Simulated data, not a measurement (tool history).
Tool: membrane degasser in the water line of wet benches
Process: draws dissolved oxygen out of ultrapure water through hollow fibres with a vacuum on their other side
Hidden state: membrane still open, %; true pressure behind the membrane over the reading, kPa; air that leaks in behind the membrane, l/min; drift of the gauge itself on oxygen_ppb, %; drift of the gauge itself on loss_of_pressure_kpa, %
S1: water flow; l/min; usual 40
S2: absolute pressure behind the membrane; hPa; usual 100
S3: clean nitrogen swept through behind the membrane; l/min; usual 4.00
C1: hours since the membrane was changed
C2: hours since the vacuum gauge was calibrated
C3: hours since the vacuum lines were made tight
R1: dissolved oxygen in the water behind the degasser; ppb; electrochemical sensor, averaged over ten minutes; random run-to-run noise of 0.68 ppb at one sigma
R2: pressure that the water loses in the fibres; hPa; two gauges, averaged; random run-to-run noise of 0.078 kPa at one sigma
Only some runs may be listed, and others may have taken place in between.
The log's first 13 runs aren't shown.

{"run": 14, "hour": 1166.2, "S1": 37, "S2": 111, "S3": 4.0, "C1": 1279, "C2": 4101, "C3": 7866, "R1": 178.6, "R2": 257.3}
{"hour": 1173.6, "done": "vacuum gauge calibrated"}
{"run": 15, "hour": 1225.0, "S1": 37, "S2": 111, "S3": 4.0, "C1": 1337, "C2": 51, "C3": 7925, "R1": 179.3, "R2": 256.4}
{"run": 16, "hour": 1306.1, "S1": 40, "S2": 100, "S3": 3.38, "C1": 1418, "C2": 133, "C3": 8006, "R1": 195.2, "R2": 277.3}
{"run": 17, "hour": 1420.8, "S1": 40, "S2": 77, "S3": 4.0, "C1": 1533, "C2": 247, "C3": 8120, "R1": 115.9, "R2": 277.1}
{"run": 18, "hour": 1469.7, "S1": 40, "S2": 100, "S3": 10.02, "C1": 1582, "C2": 296, "C3": 8169, "R1": 73.8, "R2": 278.1}
{"run": 19, "hour": 1550.6, "S1": 36, "S2": 90, "S3": 2.9, "C1": 1663, "C2": 377, "C3": 8250, "R1": 177.7, "R2": 250.1}
{"hour": 1622.6, "done": "vacuum gauge calibrated, once more"}
{"run": 20, "hour": 1657.5, "S1": 27, "S2": 89, "S3": 2.53, "C1": 1769, "C2": 35, "C3": 8356, "R1": 143.4, "R2": 188.4}
{"run": 21, "hour": 1750.5, "S1": 25, "S2": 70, "S3": 1.72, "C1": 1862, "C2": 128, "C3": 8450, "R1": 127.4, "R2": 173.7}
{"run": 22, "hour": 1848.6, "S1": 25, "S2": 70, "S3": 1.72, "C1": 1960, "C2": 226, "C3": 8548, "R1": 127.7, "R2": 172.9}
{"run": 23, "hour": 1941.4, "S1": 25, "S2": 70, "S3": 1.72, "C1": 2053, "C2": 319, "C3": 8640, "R1": 126.4, "R2": 174.1}
{"run": 24, "hour": 2033.5, "S1": 25, "S2": 70, "S3": 1.72, "C1": 2145, "C2": 411, "C3": 8732, "R1": 128.0, "R2": 172.8}
{"run": 25, "hour": 2086.7, "S1": 48, "S2": 115, "S3": 5.18, "C1": 2198, "C2": 464, "C3": 8786, "R1": 186.3, "R2": 334.0}
{"run": 26, "hour": 2200.3, "S1": 48, "S2": 115, "S3": 5.18, "C1": 2312, "C2": 578, "C3": 8899, "R1": 188.7, "R2": 333.4}
{"run": 27, "hour": 2264.0, "S1": 26, "S2": 161, "S3": 4.06, "C1": 2376, "C2": 641, "C3": 8963, "R1": 197.7, "R2": 181.4}
{"run": 28, "hour": 2328.0, "S1": 40, "S2": 81, "S3": 4.43, "C1": 2440, "C2": 705, "C3": 9027, "R1": 108.6, "R2": 278.9}
{"run": 29, "hour": 2425.1, "S1": 33, "S2": 78, "S3": 2.09, "C1": 2537, "C2": 802, "C3": 9124, "R1": 167.3, "R2": 230.3}
{"run": 30, "hour": 2499.0, "S1": 26, "S2": 194, "S3": 7.63, "C1": 2611, "C2": 876, "C3": 9198, "R1": 134.8, "R2": 181.3}
{"run": 31, "hour": 2548.2, "S1": 27, "S2": 118, "S3": 10.3, "C1": 2660, "C2": 926, "C3": 9247, "R1": 57.5, "R2": 189.1}
{"run": 32, "hour": 2599.6, "S1": 36, "S2": 118, "S3": 3.77, "C1": 2711, "C2": 977, "C3": 9299, "R1": 195.9, "R2": 250.5}

Each row is a separate what-if for the run after 32, all from the same tool condition, not one after another. Results?
{"run": "A", "hour": 2707.5, "S1": 24, "S2": 240, "S3": 4.0, "C1": 2819, "C2": 1085, "C3": 9407, "R1": "?", "R2": "?"}
{"run": "B", "hour": 2707.5, "S1": 40, "S2": 100, "S3": 10.55, "C1": 2819, "C2": 1085, "C3": 9407, "R1": "?", "R2": "?"}
{"run": "C", "hour": 2707.5, "S1": 36, "S2": 100, "S3": 3.77, "C1": 2819, "C2": 1085, "C3": 9407, "R1": "?", "R2": "?"}

run=A R1=296.5 R2=167.1
run=B R1=67.2 R2=277.4
run=C R1=153.9 R2=251.0
With no hidden state in the tool, these same runs would have given:
run=A R1=291.8 R2=165.9
run=B R1=66.0 R2=275.4
run=C R1=151.5 R2=249.2

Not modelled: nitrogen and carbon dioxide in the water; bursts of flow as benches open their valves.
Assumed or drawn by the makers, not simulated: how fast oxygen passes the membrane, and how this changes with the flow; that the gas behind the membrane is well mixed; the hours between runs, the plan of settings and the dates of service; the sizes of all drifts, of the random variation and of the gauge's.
